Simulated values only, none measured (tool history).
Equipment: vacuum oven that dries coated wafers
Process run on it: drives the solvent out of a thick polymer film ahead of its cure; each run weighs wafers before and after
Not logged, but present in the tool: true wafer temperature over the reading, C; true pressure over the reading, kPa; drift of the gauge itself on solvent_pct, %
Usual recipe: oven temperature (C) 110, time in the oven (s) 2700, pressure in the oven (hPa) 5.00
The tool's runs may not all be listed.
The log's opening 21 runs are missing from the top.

run    hour  oven temperature (C)  time in the oven (s)  pressure in the oven (hPa)  hours of work since the thermocouples were calibrated  hours of work since the vacuum gauge was cleaned of residue  solvent left in the film (%)
 22   813.4                   110                  2700                        5.00                                                   1496                                                         1193                          2.36
      840.8  -- oven's thermocouples calibrated
 23   865.7                   110                  2700                        5.00                                                     18                                                         1230                          3.19
 24   914.3                   110                  2700                        5.00                                                     54                                                         1265                          3.23
 25   949.9                   110                  2700                        5.00                                                     80                                                         1291                          3.18
 26   997.3                   110                  2700                        9.27                                                    115                                                         1326                          3.32
 27  1024.0                   119                  3960                       11.97                                                    134                                                         1345                          0.87
 28  1075.5                   104                  1860                        5.41                                                    172                                                         1383                          7.61
 29  1127.6                   110                  1680                        3.80                                                    210                                                         1421                          5.87
     1133.5  -- vacuum gauge cleaned of residue and calibrated
 30  1175.4                   106                  1500                       11.61                                                    244                                                           31                          8.34
 31  1224.9                   110                  2700                        3.20                                                    280                                                           67                          3.18
 32  1264.6                   111                  2700                       18.00                                                    309                                                           96                          3.53
 33  1301.7                   111                  2700                        4.01                                                    336                                                          123                          2.92
     1316.9  -- vacuum gauge cleaned of residue and calibrated, once more
 34  1329.9                   108                  3600                       13.55                                                    356                                                           10                          2.42
 35  1381.3                   112                  4740                       13.22                                                    393                                                           47                          1.01
 36  1406.8                    98                  2040                       13.22                                                    412                                                           66                          9.36
 37  1436.7                   114                  2040                       13.22                                                    434                                                           88                          3.22
 38  1477.2                   114                  2040                       13.22                                                    463                                                          117                          3.28
 39  1522.8                   117                  2040                       16.16                                                    497                                                          151                          2.45

Run 40, settings as shown, results not yet in. Your forecast:
 40  1563.2                   117                  2040                       16.16                                                    526                                                          180                             ?

Run 40 came out at solvent left in the film (%) 2.35.
Minus the tool's unlogged condition, the same run would have read solvent left in the film (%) 2.62.

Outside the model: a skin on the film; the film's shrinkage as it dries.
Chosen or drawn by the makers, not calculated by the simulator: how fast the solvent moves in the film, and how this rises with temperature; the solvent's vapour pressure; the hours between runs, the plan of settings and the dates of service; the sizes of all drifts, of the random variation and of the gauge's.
